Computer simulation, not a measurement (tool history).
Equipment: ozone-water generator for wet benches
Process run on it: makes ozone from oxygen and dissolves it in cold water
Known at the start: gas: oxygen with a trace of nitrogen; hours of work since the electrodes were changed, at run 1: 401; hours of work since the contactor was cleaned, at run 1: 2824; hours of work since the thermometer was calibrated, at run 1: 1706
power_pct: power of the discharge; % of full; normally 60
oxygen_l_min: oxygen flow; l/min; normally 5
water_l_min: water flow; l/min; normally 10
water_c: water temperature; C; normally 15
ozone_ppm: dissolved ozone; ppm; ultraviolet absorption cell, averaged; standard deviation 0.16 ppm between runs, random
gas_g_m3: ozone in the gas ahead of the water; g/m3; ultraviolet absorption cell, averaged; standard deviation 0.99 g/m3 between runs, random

run     day  power_pct  oxygen_l_min  water_l_min  water_c  hours of work since the electrodes were changed  hours of work since the contactor was cleaned  hours of work since the thermometer was calibrated  ozone_ppm  gas_g_m3
  1       0         60             5           10       15                                              401                                           2824                                                1706       19.5     172.1
  2   1.354         60             5           10       15                                              429                                           2851                                                1733       19.6     169.9
  3   2.592         60             5           10       15                                              453                                           2876                                                1758       19.5     170.4
  4   3.679         60             5            9       15                                              475                                           2898                                                1780       20.8     168.7
  5    4.95         60             5            9       15                                              501                                           2923                                                1805       21.2       170
  6   6.271         60             5           12       15                                              528                                           2950                                                1832       17.5     168.4
      6.492  -- contactor cleaned
  7   7.254         60             5           12       15                                              544                                             15                                                1848       16.7     168.5
  8    8.45         46             5           12       17                                              568                                             39                                                1872       13.9     141.6
      9.812  -- contactor cleaned, once more
  9   9.883         46             5           12       17                                              594                                              1                                                1898       14.4     142.9
 10  11.083         43             5           14       15                                              618                                             26                                                1922       12.8     136.2

Each row is a separate what-if for the run after 10, all from the same tool condition, not one after another. Results?
  A  11.704         43          4.61           14       15                                              630                                             38                                                1935          ?         ?
  B  11.704         83             5           11        9                                              630                                             38                                                1935          ?         ?
  C  11.704         60          8.05            7        7                                              630                                             38                                                1935          ?         ?
  D  11.704         50             5           14       15                                              630                                             38                                                1935          ?         ?

run  ozone_ppm  gas_g_m3
  A       12.7     142.3
  B       25.5     208.5
  C         28     138.5
  D       14.2     151.5
What these runs would have given with no unlogged condition in the tool:
run  ozone_ppm  gas_g_m3
  A       12.9     142.6
  B       25.8     209.2
  C       28.4     138.8
  D       14.3     151.8

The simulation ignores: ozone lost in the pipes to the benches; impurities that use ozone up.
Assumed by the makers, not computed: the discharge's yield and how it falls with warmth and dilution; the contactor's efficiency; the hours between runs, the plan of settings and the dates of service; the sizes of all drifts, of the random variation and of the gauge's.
